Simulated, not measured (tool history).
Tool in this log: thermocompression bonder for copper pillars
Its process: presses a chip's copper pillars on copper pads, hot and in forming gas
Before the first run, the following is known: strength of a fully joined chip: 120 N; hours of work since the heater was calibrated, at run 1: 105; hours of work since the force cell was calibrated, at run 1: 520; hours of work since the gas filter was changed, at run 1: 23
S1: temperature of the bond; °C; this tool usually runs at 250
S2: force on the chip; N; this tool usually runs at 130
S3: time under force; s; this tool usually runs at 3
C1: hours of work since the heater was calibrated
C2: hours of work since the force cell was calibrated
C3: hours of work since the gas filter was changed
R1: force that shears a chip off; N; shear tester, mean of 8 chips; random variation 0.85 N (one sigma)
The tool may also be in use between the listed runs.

{"run": 1, "hour": 0.0, "S1": 250, "S2": 130, "S3": 3, "C1": 105, "C2": 520, "C3": 23, "R1": 68.8}
{"run": 2, "hour": 45.4, "S1": 250, "S2": 130, "S3": 6, "C1": 130, "C2": 545, "C3": 48, "R1": 82.8}
{"run": 3, "hour": 94.4, "S1": 250, "S2": 130, "S3": 3, "C1": 157, "C2": 572, "C3": 75, "R1": 66}
{"run": 4, "hour": 120.6, "S1": 250, "S2": 130, "S3": 2, "C1": 172, "C2": 587, "C3": 90, "R1": 59.2}
{"run": 5, "hour": 163.3, "S1": 231, "S2": 130, "S3": 2, "C1": 195, "C2": 610, "C3": 113, "R1": 43}
{"run": 6, "hour": 191.4, "S1": 231, "S2": 130, "S3": 2, "C1": 211, "C2": 626, "C3": 129, "R1": 41.7}
{"run": 7, "hour": 249.2, "S1": 231, "S2": 130, "S3": 2, "C1": 243, "C2": 658, "C3": 161, "R1": 40.7}
{"run": 8, "hour": 291.6, "S1": 231, "S2": 130, "S3": 2, "C1": 266, "C2": 682, "C3": 185, "R1": 42}
{"hour": 295.7, "done": "forming gas filter changed"}
{"run": 9, "hour": 330.9, "S1": 250, "S2": 130, "S3": 3, "C1": 288, "C2": 703, "C3": 20, "R1": 70.3}
{"run": 10, "hour": 363.5, "S1": 250, "S2": 130, "S3": 3, "C1": 306, "C2": 721, "C3": 38, "R1": 70.5}
{"run": 11, "hour": 412.9, "S1": 277, "S2": 130, "S3": 3, "C1": 334, "C2": 749, "C3": 65, "R1": 94.7}
{"run": 12, "hour": 455.5, "S1": 277, "S2": 97, "S3": 6, "C1": 357, "C2": 772, "C3": 89, "R1": 89.6}
{"run": 13, "hour": 505.4, "S1": 250, "S2": 80, "S3": 3, "C1": 385, "C2": 800, "C3": 116, "R1": 44.3}
{"run": 14, "hour": 540.7, "S1": 250, "S2": 80, "S3": 3, "C1": 405, "C2": 820, "C3": 136, "R1": 42.7}
{"run": 15, "hour": 594.4, "S1": 250, "S2": 80, "S3": 3, "C1": 434, "C2": 850, "C3": 166, "R1": 42.9}
{"run": 16, "hour": 621.1, "S1": 232, "S2": 96, "S3": 9, "C1": 449, "C2": 864, "C3": 181, "R1": 58.4}
{"hour": 632.2, "done": "forming gas filter changed"}
{"run": 17, "hour": 646.1, "S1": 233, "S2": 159, "S3": 3, "C1": 463, "C2": 878, "C3": 8, "R1": 67.3}
{"run": 18, "hour": 704.5, "S1": 231, "S2": 130, "S3": 3, "C1": 495, "C2": 911, "C3": 40, "R1": 54.3}
{"run": 19, "hour": 749.9, "S1": 231, "S2": 156, "S3": 2, "C1": 521, "C2": 936, "C3": 65, "R1": 55.6}
{"run": 20, "hour": 794.6, "S1": 231, "S2": 156, "S3": 2, "C1": 545, "C2": 961, "C3": 90, "R1": 56.5}
{"run": 21, "hour": 823.5, "S1": 258, "S2": 128, "S3": 6, "C1": 561, "C2": 977, "C3": 106, "R1": 91.9}

Each row is a separate what-if for the run after 21, all from the same tool condition, not one after another. Results?
{"run": "A", "hour": 867.8, "S1": 228, "S2": 130, "S3": 3, "C1": 586, "C2": 1001, "C3": 131, "R1": "?"}
{"run": "B", "hour": 867.8, "S1": 222, "S2": 130, "S3": 3, "C1": 586, "C2": 1001, "C3": 131, "R1": "?"}
{"run": "C", "hour": 867.8, "S1": 258, "S2": 128, "S3": 7, "C1": 586, "C2": 1001, "C3": 131, "R1": "?"}

run=A R1=51
run=B R1=45.7
run=C R1=93.2
Had the tool no hidden state, the same runs would have come out as:
run=A R1=47.7
run=B R1=42.3
run=C R1=93.5
